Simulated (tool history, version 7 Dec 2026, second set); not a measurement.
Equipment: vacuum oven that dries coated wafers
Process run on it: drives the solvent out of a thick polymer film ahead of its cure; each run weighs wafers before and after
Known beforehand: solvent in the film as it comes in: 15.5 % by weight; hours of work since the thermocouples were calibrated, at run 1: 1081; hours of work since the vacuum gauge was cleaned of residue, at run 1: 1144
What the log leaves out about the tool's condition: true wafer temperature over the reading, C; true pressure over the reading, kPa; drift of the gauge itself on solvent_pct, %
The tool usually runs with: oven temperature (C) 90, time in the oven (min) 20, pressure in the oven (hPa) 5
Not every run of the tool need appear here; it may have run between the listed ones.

| run | hour | oven temperature (C) | time in the oven (min) | pressure in the oven (hPa) | hours of work since the thermocouples were calibrated | hours of work since the vacuum gauge was cleaned of residue | solvent left in the film (%) |
|---|---|---|---|---|---|---|---|
| 1 | 0 | 90 | 20 | 5 | 1081 | 1144 | 0.65 |
| 2 | 53.3 | 90 | 20 | 5 | 1122 | 1184 | 0.59 |
| 3 | 76.2 | 90 | 20 | 6.05 | 1140 | 1202 | 0.58 |
| 4 | 100.2 | 90 | 20 | 6.05 | 1158 | 1220 | 0.61 |
| 5 | 150.4 | 97 | 20 | 5 | 1196 | 1259 | 0.21 |
| 6 | 185.6 | 90 | 15 | 5 | 1223 | 1286 | 1.19 |
| 7 | 224.8 | 90 | 13 | 12.16 | 1253 | 1316 | 1.81 |
| 8 | 266.6 | 90 | 13 | 12.16 | 1285 | 1348 | 1.81 |
| 9 | 306.7 | 94 | 23 | 6.53 | 1316 | 1378 | 0.26 |
| 10 | 330.9 | 88 | 20 | 3.55 | 1335 | 1397 | 0.75 |
| 11 | 361.4 | 79 | 15 | 4.01 | 1358 | 1420 | 3.23 |

Branching from run 11: 5 alternative next runs. What would each branch give?
| A | 410 | 81 | 15 | 14.34 | 1395 | 1457 | ? |
| B | 410 | 99 | 13 | 3.06 | 1395 | 1457 | ? |
| C | 410 | 90 | 18 | 5 | 1395 | 1457 | ? |
| D | 410 | 88 | 14 | 3.01 | 1395 | 1457 | ? |
| E | 410 | 102 | 15 | 3.64 | 1395 | 1457 | ? |

| run | solvent left in the film (%) |
|---|---|
| A | 3.16 |
| B | 0.52 |
| C | 0.81 |
| D | 1.66 |
| E | 0.19 |
With the hidden condition removed and each run's random variation left untouched, the same runs would have given:
| run | solvent left in the film (%) |
|---|---|
| A | 3.18 |
| B | 0.52 |
| C | 0.82 |
| D | 1.67 |
| E | 0.19 |

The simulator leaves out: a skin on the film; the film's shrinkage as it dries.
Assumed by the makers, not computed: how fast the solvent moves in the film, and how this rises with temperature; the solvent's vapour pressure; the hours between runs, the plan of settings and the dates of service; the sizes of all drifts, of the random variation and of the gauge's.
